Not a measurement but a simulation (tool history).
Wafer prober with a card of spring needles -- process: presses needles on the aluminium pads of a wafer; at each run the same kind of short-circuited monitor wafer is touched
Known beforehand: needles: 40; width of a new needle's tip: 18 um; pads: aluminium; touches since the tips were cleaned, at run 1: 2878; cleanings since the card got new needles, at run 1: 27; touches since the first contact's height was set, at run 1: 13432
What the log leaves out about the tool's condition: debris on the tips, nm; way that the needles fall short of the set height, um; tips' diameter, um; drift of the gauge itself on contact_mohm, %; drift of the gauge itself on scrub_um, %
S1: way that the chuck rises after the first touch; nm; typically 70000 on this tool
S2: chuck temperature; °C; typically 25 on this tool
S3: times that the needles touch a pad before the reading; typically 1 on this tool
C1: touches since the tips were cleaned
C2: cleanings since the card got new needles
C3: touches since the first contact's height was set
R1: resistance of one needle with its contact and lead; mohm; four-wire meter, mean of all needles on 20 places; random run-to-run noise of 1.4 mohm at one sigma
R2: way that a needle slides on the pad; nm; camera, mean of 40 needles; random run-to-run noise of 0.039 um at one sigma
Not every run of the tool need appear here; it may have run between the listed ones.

Run 1, day 0.000: usual settings; C1 2878; C2 27; C3 13432. Result: R1 135 mohm, R2 9660 nm.
At day 0.325: tips cleaned on abrasive film.
Run 2, day 0.388: usual settings; C1 1164; C2 28; C3 20432. Result: R1 130 mohm, R2 9610 nm.
Run 3, day 0.771: usual settings; C1 8163; C2 28; C3 27431. Result: R1 153 mohm, R2 9620 nm.
At day 0.796: tips cleaned on abrasive film.
Run 4, day 1.004: usual settings; C1 3862; C2 29; C3 31604. Result: R1 143 mohm, R2 9610 nm.
At day 1.262: tips cleaned on abrasive film.
Run 5, day 1.342: usual settings; C1 1417; C2 30; C3 37615. Result: R1 130 mohm, R2 9650 nm.
At day 1.733: tips cleaned on abrasive film.
Run 6, day 1.733: usual settings; C1 0; C2 31; C3 44684. Result: R1 118 mohm, R2 9630 nm.
Run 7, day 2.050: usual settings; C1 5766; C2 31; C3 50450. Result: R1 148 mohm, R2 9570 nm.
At day 2.217: tips cleaned on abrasive film.
Run 8, day 2.225: usual settings; C1 163; C2 32; C3 53568. Result: R1 117 mohm, R2 9590 nm.
Run 9, day 2.583: usual settings; C1 6701; C2 32; C3 60106. Result: R1 153 mohm, R2 9540 nm.
At day 2.692: tips cleaned on abrasive film.
Run 10, day 2.950: usual settings; C1 4703; C2 33; C3 66725. Result: R1 147 mohm, R2 9520 nm.
At day 3.183: tips cleaned on abrasive film.
Run 11, day 3.200: usual settings; C1 357; C2 34; C3 71199. Result: R1 125 mohm, R2 9550 nm.
Run 12, day 3.400: usual settings; C1 3938; C2 34; C3 74780. Result: R1 142 mohm, R2 9540 nm.
Run 13, day 3.608: usual settings; C1 7796; C2 34; C3 78638. Result: R1 158 mohm, R2 9470 nm.
At day 3.667: tips cleaned on abrasive film.
Run 14, day 4.008: usual settings; C1 6231; C2 35; C3 85849. Result: R1 152 mohm, R2 9570 nm.
At day 4.154: tips cleaned on abrasive film.
Run 15, day 4.229: usual settings; C1 1316; C2 36; C3 89751. Result: R1 130 mohm, R2 9450 nm.
Run 16, day 4.558: usual settings; C1 7289; C2 36; C3 95724. Result: R1 154 mohm, R2 9600 nm.
At day 4.633: tips cleaned on abrasive film.
Run 17, day 4.738: usual settings; C1 1945; C2 37; C3 98963. Result: R1 130 mohm, R2 9390 nm.
Run 18, day 4.917: usual settings but S1 80000 nm, S2 77 °C; C1 5161; C2 37; C3 102179. Result: R1 146 mohm, R2 10880 nm.
At day 5.117: tips cleaned on abrasive film.
Run 19, day 5.188: usual settings but S1 56000 nm, S2 42 °C, S3 2; C1 1335; C2 38; C3 107083. Result: R1 130 mohm, R2 7520 nm.
Run 20, day 5.433: usual settings but S1 56000 nm, S2 42 °C, S3 2; C1 5796; C2 38; C3 111544. Result: R1 153 mohm, R2 7490 nm.
At day 5.583: tips cleaned on abrasive film.
Run 21, day 5.683: usual settings but S1 84000 nm, S2 30 °C; C1 1776; C2 39; C3 115988. Result: R1 125 mohm, R2 11380 nm.
Run 22, day 6.042: usual settings but S2 51 °C; C1 8362; C2 39; C3 122574. Result: R1 159 mohm, R2 9430 nm.
At day 6.079: tips cleaned on abrasive film.
Run 23, day 6.317: usual settings but S1 75000 nm; C1 4304; C2 40; C3 127459. Result: R1 143 mohm, R2 10180 nm.
Run 24, day 6.542: usual settings but S1 75000 nm; C1 8381; C2 40; C3 131536. Result: R1 151 mohm, R2 10240 nm.
At day 6.562: tips cleaned on abrasive film.
Run 25, day 6.804: usual settings but S1 89000 nm, S3 2; C1 4382; C2 41; C3 136290. Result: R1 128 mohm, R2 12060 nm.
At day 7.042: tips cleaned on abrasive film.
Run 26, day 7.050: usual settings but S1 58000 nm, S2 30 °C, S3 2; C1 143; C2 42; C3 140654. Result: R1 125 mohm, R2 7760 nm.
Run 27, day 7.383: usual settings but S1 55000 nm, S2 37 °C, S3 2; C1 6212; C2 42; C3 146723. Result: R1 156 mohm, R2 7280 nm.
At day 7.517: tips cleaned on abrasive film.
Run 28, day 7.579: usual settings but S3 2; C1 1114; C2 43; C3 150213. Result: R1 121 mohm, R2 9360 nm.
Run 29, day 7.879: usual settings but S1 82000 nm, S2 28 °C, S3 2; C1 6587; C2 43; C3 155686. Result: R1 130 mohm, R2 11050 nm.
At day 8.000: tips cleaned on abrasive film.
Run 30, day 8.121: usual settings but S1 54000 nm, S2 53 °C; C1 2218; C2 44; C3 160007. Result: R1 153 mohm, R2 7210 nm.
Run 31, day 8.412: usual settings but S1 54000 nm, S2 53 °C; C1 7509; C2 44; C3 165298. Result: R1 186 mohm, R2 7120 nm.
At day 8.471: tips cleaned on abrasive film.
Run 32, day 8.708: usual settings but S1 54000 nm, S2 37 °C, S3 2; C1 4375; C2 45; C3 170670. Result: R1 151 mohm, R2 7100 nm.
Run 33, day 8.912: usual settings but S1 80000 nm, S2 34 °C, S3 2; C1 8048; C2 45; C3 174343. Result: R1 136 mohm, R2 10740 nm.

Consider 4 possible next runs. They are alternatives, not a sequence: every one starts from the tool as it was left by run 33. What does each give?
At day 8.962: tips cleaned on abrasive film.
Run A, day 9.246: usual settings but S1 63000 nm, S2 111 °C, S3 2; C1 5163; C2 46; C3 180364. Result: R1 ?, R2 ?.
At day 8.962: tips cleaned on abrasive film.
Run B, day 9.246: usual settings but S1 58000 nm; C1 5163; C2 46; C3 180364. Result: R1 ?, R2 ?.
At day 8.962: tips cleaned on abrasive film.
Run C, day 9.246: usual settings but S1 67000 nm, S2 64 °C; C1 5163; C2 46; C3 180364. Result: R1 ?, R2 ?.
At day 8.962: tips cleaned on abrasive film.
Run D, day 9.246: usual settings but S1 65000 nm, S2 40 °C; C1 5163; C2 46; C3 180364. Result: R1 ?, R2 ?.

run   R1    R2
  A  154  8320
  B  170  7670
  C  157  8940
  D  159  8630
Stripped of hidden state, with their random variation kept, the same runs would have yielded:
run   R1    R2
  A  129  8640
  B  118  8000
  C  120  9270
  D  118  8950

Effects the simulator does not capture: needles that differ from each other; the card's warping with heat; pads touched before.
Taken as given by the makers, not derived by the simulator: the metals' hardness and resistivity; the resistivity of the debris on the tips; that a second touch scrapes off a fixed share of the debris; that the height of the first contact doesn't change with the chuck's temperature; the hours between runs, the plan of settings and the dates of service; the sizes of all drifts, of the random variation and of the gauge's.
